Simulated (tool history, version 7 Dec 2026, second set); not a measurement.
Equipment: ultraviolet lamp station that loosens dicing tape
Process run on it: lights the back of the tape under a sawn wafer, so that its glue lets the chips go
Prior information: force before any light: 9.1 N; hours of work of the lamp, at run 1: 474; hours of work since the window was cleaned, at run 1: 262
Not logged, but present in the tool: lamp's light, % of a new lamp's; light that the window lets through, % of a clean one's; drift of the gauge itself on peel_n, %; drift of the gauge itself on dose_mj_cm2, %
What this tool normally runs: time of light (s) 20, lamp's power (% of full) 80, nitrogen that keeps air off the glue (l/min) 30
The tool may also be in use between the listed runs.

run   hour  time of light (s)  lamp's power (% of full)  nitrogen that keeps air off the glue (l/min)  hours of work of the lamp  hours of work since the window was cleaned  force that peels the tape off (N)  light that reached the tape (mJ/cm2)
  1      0                 20                        80                                            30                        474                                         262                              0.312                                   304
  2   44.4                 20                        80                                            30                        499                                         287                              0.317                                   302
  3   93.5                 20                        80                                            30                        527                                         314                              0.303                                   303
  4  147.2                 20                        96                                            30                        557                                         344                              0.234                                   362
  5  198.8                 13                        96                                            30                        585                                         373                              0.492                                   233
  6  242.7                 13                        96                                            30                        610                                         398                              0.483                                   239
  7    286                 13                        96                                            30                        634                                         422                              0.469                                   243
     303.8  -- window cleaned of glue's vapour
  8    312                 29                        80                                            30                        649                                           5                              0.215                                   437
  9  358.2                 29                        80                                            30                        674                                          30                              0.205                                   432
     387.5  -- lamp changed
 10  387.5                 20                        80                                            30                          0                                          46                              0.296                                   302
 11  418.3                 20                        80                                            30                         17                                          64                              0.307                                   298
 12  466.4                 17                        89                                            11                         44                                          90                              0.519                                   281
 13  514.5                 25                        66                                            30                         71                                         117                              0.291                                   312
 14    554                 25                        66                                            30                         93                                         139                              0.298                                   309
 15  581.3                 22                        61                                            17                        108                                         155                              0.534                                   253
 16  613.4                 35                        68                                            41                        126                                         173                              0.202                                   448

Expected results for the next run?
 17  650.4                 20                        72                                            30                        147                                         193                                  ?                                     ?

Logged for run 17: force that peels the tape off (N) 0.359, light that reached the tape (mJ/cm2) 273.
Without the tool's hidden state the same run would have given force that peels the tape off (N) 0.359, light that reached the tape (mJ/cm2) 273.
